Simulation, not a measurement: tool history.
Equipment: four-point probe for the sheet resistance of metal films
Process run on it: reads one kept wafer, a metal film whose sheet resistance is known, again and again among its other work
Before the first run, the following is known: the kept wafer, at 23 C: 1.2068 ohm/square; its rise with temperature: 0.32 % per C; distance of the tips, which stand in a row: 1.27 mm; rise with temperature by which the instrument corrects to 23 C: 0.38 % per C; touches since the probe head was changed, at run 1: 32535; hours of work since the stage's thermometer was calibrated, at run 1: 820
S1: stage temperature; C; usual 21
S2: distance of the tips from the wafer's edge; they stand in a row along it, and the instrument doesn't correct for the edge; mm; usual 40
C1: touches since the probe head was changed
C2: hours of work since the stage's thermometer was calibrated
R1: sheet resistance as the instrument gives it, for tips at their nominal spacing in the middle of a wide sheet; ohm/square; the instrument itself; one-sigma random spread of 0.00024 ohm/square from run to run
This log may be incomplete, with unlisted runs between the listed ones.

run 1 hour=0 | S1=21 S2=40 | C1=32535 C2=820 | R1=1.213167
run 2 hour=75.9 | S1=21 S2=40 | C1=33403 C2=857 | R1=1.213236
run 3 hour=153.1 | S1=21 S2=40 | C1=34287 C2=895 | R1=1.21321
run 4 hour=217.8 | S1=21 S2=40 | C1=35028 C2=927 | R1=1.213478
run 5 hour=285.9 | S1=21 S2=40 | C1=35806 C2=960 | R1=1.213786
run 6 hour=319.8 | S1=21 S2=40 | C1=36194 C2=977 | R1=1.213316
run 7 hour=378.1 | S1=21 S2=40 | C1=36862 C2=1006 | R1=1.213965
run 8 hour=413.9 | S1=21 S2=40 | C1=37271 C2=1023 | R1=1.213833
run 9 hour=478 | S1=21 S2=51 | C1=38004 C2=1055 | R1=1.21406
run 10 hour=557 | S1=21 S2=51 | C1=38909 C2=1093 | R1=1.214246
run 11 hour=590.2 | S1=28 S2=51 | C1=39288 C2=1110 | R1=1.208872
run 12 hour=657.1 | S1=27 S2=40 | C1=40053 C2=1143 | R1=1.209858
run 13 hour=718.7 | S1=27 S2=40 | C1=40759 C2=1173 | R1=1.209845
run 14 hour=759.1 | S1=27 S2=40 | C1=41221 C2=1193 | R1=1.209724
run 15 hour=823.8 | S1=27 S2=40 | C1=41961 C2=1224 | R1=1.21004
run 16 hour=861.7 | S1=21 S2=40 | C1=42395 C2=1243 | R1=1.214584
run 17 hour=905 | S1=21 S2=40 | C1=42890 C2=1264 | R1=1.215564
run 18 hour=952.7 | S1=21 S2=5 | C1=43436 C2=1288 | R1=1.254474
run 19 hour=1000.4 | S1=21 S2=40 | C1=43982 C2=1311 | R1=1.215329
run 20 hour=1076.2 | S1=21 S2=40 | C1=44849 C2=1348 | R1=1.215215
run 21 hour=1119.3 | S1=21 S2=40 | C1=45342 C2=1369 | R1=1.215461
run 22 hour=1186.4 | S1=21 S2=40 | C1=46110 C2=1402 | R1=1.215664
run 23 hour=1241.8 | S1=30 S2=40 | C1=46744 C2=1429 | R1=1.208897
run 24 hour=1300.1 | S1=20 S2=5 | C1=47411 C2=1458 | R1=1.256688
run 25 hour=1374.3 | S1=20 S2=5 | C1=48260 C2=1494 | R1=1.256729
run 26 hour=1409.5 | S1=31 S2=39 | C1=48662 C2=1512 | R1=1.207927
run 27 hour=1458 | S1=31 S2=39 | C1=49218 C2=1536 | R1=1.208861
run 28 hour=1532 | S1=34 S2=4 | C1=50064 C2=1572 | R1=1.267187
run 29 hour=1579 | S1=21 S2=4 | C1=50602 C2=1595 | R1=1.277889
run 30 hour=1641.6 | S1=24 S2=48 | C1=51318 C2=1626 | R1=1.213698
run 31 hour=1720 | S1=20 S2=8 | C1=52215 C2=1664 | R1=1.232969
run 32 hour=1779.6 | S1=30 S2=5 | C1=52897 C2=1693 | R1=1.250158
run 33 hour=1838.5 | S1=30 S2=5 | C1=53571 C2=1722 | R1=1.2497
run 34 hour=1902.6 | S1=27 S2=4 | C1=54304 C2=1754 | R1=1.273579
run 35 hour=1962.5 | S1=21 S2=5 | C1=54990 C2=1783 | R1=1.257118
run 36 hour=2003.1 | S1=21 S2=5 | C1=55455 C2=1803 | R1=1.257624
run 37 hour=2051 | S1=19 S2=5 | C1=56003 C2=1826 | R1=1.25838
run 38 hour=2090 | S1=18 S2=5 | C1=56448 C2=1846 | R1=1.260278
run 39 hour=2164.5 | S1=18 S2=5 | C1=57301 C2=1882 | R1=1.260065
run 40 hour=2197.3 | S1=22 S2=4 | C1=57676 C2=1898 | R1=1.278272
run 41 hour=2255 | S1=34 S2=10 | C1=58337 C2=1927 | R1=1.217732
run 42 hour=2288.1 | S1=32 S2=24 | C1=58715 C2=1943 | R1=1.210762
run 43 hour=2355.1 | S1=24 S2=10 | C1=59482 C2=1976 | R1=1.225443
run 44 hour=2415.1 | S1=24 S2=10 | C1=60169 C2=2005 | R1=1.225726
run 45 hour=2475.8 | S1=32 S2=40 | C1=60862 C2=2035 | R1=1.210076
run 46 hour=2519.6 | S1=32 S2=40 | C1=61364 C2=2056 | R1=1.210047

Measured less the same run without the tool's hidden state. The same run-to-run variation is in both; the gauge's scatter may not be:
The hidden state here: inner tips' distance over the nominal, %; tips' flats over new ones', %; wafer's true temperature over the reading, C; drift of the gauge itself on sheet_ohm, %.
run=1 R1=+0.004048
run=2 R1=+0.004211
run=3 R1=+0.00436
run=4 R1=+0.004494
run=5 R1=+0.004629
run=6 R1=+0.004699
run=7 R1=+0.004829
run=8 R1=+0.004902
run=9 R1=+0.005032
run=10 R1=+0.005197
run=11 R1=+0.005235
run=12 R1=+0.005377
run=13 R1=+0.005495
run=14 R1=+0.005568
run=15 R1=+0.005707
run=16 R1=+0.005815
run=17 R1=+0.005908
run=18 R1=+0.006185
run=19 R1=+0.006108
run=20 R1=+0.006263
run=21 R1=+0.006355
run=22 R1=+0.006483
run=23 R1=+0.006539
run=24 R1=+0.006926
run=25 R1=+0.007089
run=26 R1=+0.006869
run=27 R1=+0.006965
run=28 R1=+0.00742
run=29 R1=+0.007622
run=30 R1=+0.007378
run=31 R1=+0.007664
run=32 R1=+0.007857
run=33 R1=+0.007984
run=34 R1=+0.008273
run=35 R1=+0.008327
run=36 R1=+0.008421
run=37 R1=+0.008545
run=38 R1=+0.00864
run=39 R1=+0.008791
run=40 R1=+0.00896
run=41 R1=+0.008647
run=42 R1=+0.008677
run=43 R1=+0.008948
run=44 R1=+0.00908
run=45 R1=+0.009069
run=46 R1=+0.009161

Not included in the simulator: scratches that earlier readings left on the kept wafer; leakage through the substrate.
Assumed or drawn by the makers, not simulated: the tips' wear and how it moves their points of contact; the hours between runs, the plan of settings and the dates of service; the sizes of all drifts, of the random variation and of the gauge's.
